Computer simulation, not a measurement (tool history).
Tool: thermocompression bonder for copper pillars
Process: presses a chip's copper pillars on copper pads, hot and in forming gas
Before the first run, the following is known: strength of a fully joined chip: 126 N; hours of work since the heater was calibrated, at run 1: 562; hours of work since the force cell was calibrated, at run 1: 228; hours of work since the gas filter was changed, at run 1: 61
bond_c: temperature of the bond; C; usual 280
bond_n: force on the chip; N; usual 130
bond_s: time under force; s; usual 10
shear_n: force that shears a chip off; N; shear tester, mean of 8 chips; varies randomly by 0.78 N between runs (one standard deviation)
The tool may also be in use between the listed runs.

| run | hour | bond_c | bond_n | bond_s | hours of work since the heater was calibrated | hours of work since the force cell was calibrated | hours of work since the gas filter was changed | shear_n |
|---|---|---|---|---|---|---|---|---|
| 1 | 0.0 | 280 | 130 | 10 | 562 | 228 | 61 | 57.4 |
| 2 | 8.8 | 280 | 130 | 10 | 567 | 234 | 66 | 58.5 |
| 3 | 15.0 | 280 | 79 | 10 | 571 | 237 | 70 | 39.6 |
| 4 | 21.2 | 280 | 79 | 10 | 574 | 241 | 74 | 39.4 |
| 5 | 25.9 | 280 | 79 | 10 | 577 | 244 | 77 | 39.4 |
| 6 | 34.1 | 280 | 79 | 10 | 582 | 249 | 81 | 39.8 |
| 7 | 42.1 | 280 | 130 | 10 | 587 | 253 | 86 | 58.9 |
| 8 | 47.1 | 280 | 130 | 10 | 590 | 256 | 89 | 56.2 |
| 9 | 54.2 | 280 | 130 | 10 | 594 | 261 | 93 | 57.8 |
| 10 | 58.6 | 280 | 130 | 10 | 596 | 263 | 96 | 56.2 |
| 11 | 63.0 | 280 | 130 | 10 | 599 | 266 | 99 | 56.6 |
| 12 | 69.8 | 280 | 130 | 10 | 603 | 270 | 103 | 56.1 |
| 13 | 76.9 | 280 | 130 | 10 | 607 | 274 | 107 | 58.3 |
| 14 | 85.2 | 280 | 130 | 10 | 612 | 279 | 112 | 57.1 |
| 15 | 89.5 | 280 | 130 | 10 | 615 | 282 | 114 | 56.1 |
| 16 | 98.2 | 280 | 130 | 19 | 620 | 287 | 119 | 71.6 |
| 17 | 103.7 | 280 | 130 | 10 | 623 | 290 | 123 | 56.4 |
| 18 | 108.3 | 280 | 130 | 10 | 626 | 293 | 125 | 56.9 |
| 19 | 112.9 | 280 | 130 | 10 | 629 | 295 | 128 | 57.2 |
| 20 | 119.0 | 280 | 151 | 10 | 632 | 299 | 132 | 63.4 |
| 21 | 124.9 | 280 | 130 | 10 | 636 | 303 | 135 | 57.0 |
| 22 | 131.7 | 298 | 130 | 18 | 640 | 307 | 139 | 79.4 |
| 23 | 139.1 | 277 | 130 | 23 | 644 | 311 | 144 | 73.7 |
| 24 | 143.7 | 287 | 130 | 10 | 647 | 314 | 146 | 59.1 |
| 25 | 150.5 | 287 | 130 | 10 | 651 | 318 | 151 | 60.3 |
| 26 | 156.4 | 263 | 128 | 17 | 655 | 321 | 154 | 59.1 |
| 27 | 160.8 | 306 | 130 | 13 | 657 | 324 | 157 | 74.3 |
| 28 | 169.5 | 308 | 91 | 10 | 662 | 329 | 162 | 56.0 |
| 29 | 178.7 | 308 | 91 | 10 | 668 | 335 | 167 | 55.0 |
| 30 | 186.0 | 308 | 173 | 6 | 672 | 339 | 172 | 72.6 |
| 31 | 190.3 | 308 | 173 | 6 | 675 | 341 | 174 | 69.6 |
| 32 | 199.0 | 280 | 130 | 29 | 680 | 347 | 179 | 78.1 |
| 33 | 203.1 | 280 | 94 | 15 | 682 | 349 | 182 | 52.1 |
| 34 | 211.4 | 309 | 152 | 25 | 687 | 354 | 187 | 96.5 |
| 35 | 218.6 | 280 | 133 | 10 | 691 | 358 | 191 | 56.3 |
| 36 | 227.8 | 298 | 98 | 27 | 697 | 364 | 196 | 75.1 |
| 37 | 234.5 | 304 | 123 | 10 | 701 | 368 | 200 | 64.0 |
| 38 | 238.9 | 253 | 123 | 10 | 704 | 370 | 203 | 41.8 |
| 39 | 245.0 | 253 | 123 | 10 | 707 | 374 | 207 | 40.6 |
| 40 | 250.9 | 253 | 123 | 10 | 711 | 377 | 210 | 40.1 |
| 41 | 259.0 | 253 | 123 | 10 | 715 | 382 | 215 | 39.9 |

What if the next run were any one of these 3? Each begins from the tool's condition after run 41:
| A | 263.3 | 283 | 123 | 10 | 718 | 385 | 218 | ? |
| B | 263.3 | 280 | 130 | 5 | 718 | 385 | 218 | ? |
| C | 263.3 | 293 | 149 | 11 | 718 | 385 | 218 | ? |

| run | shear_n |
|---|---|
| A | 55.3 |
| B | 43.1 |
| C | 67.5 |
Had the tool no hidden state, the same runs would have come out as:
| run | shear_n |
|---|---|
| A | 59.0 |
| B | 46.2 |
| C | 71.8 |
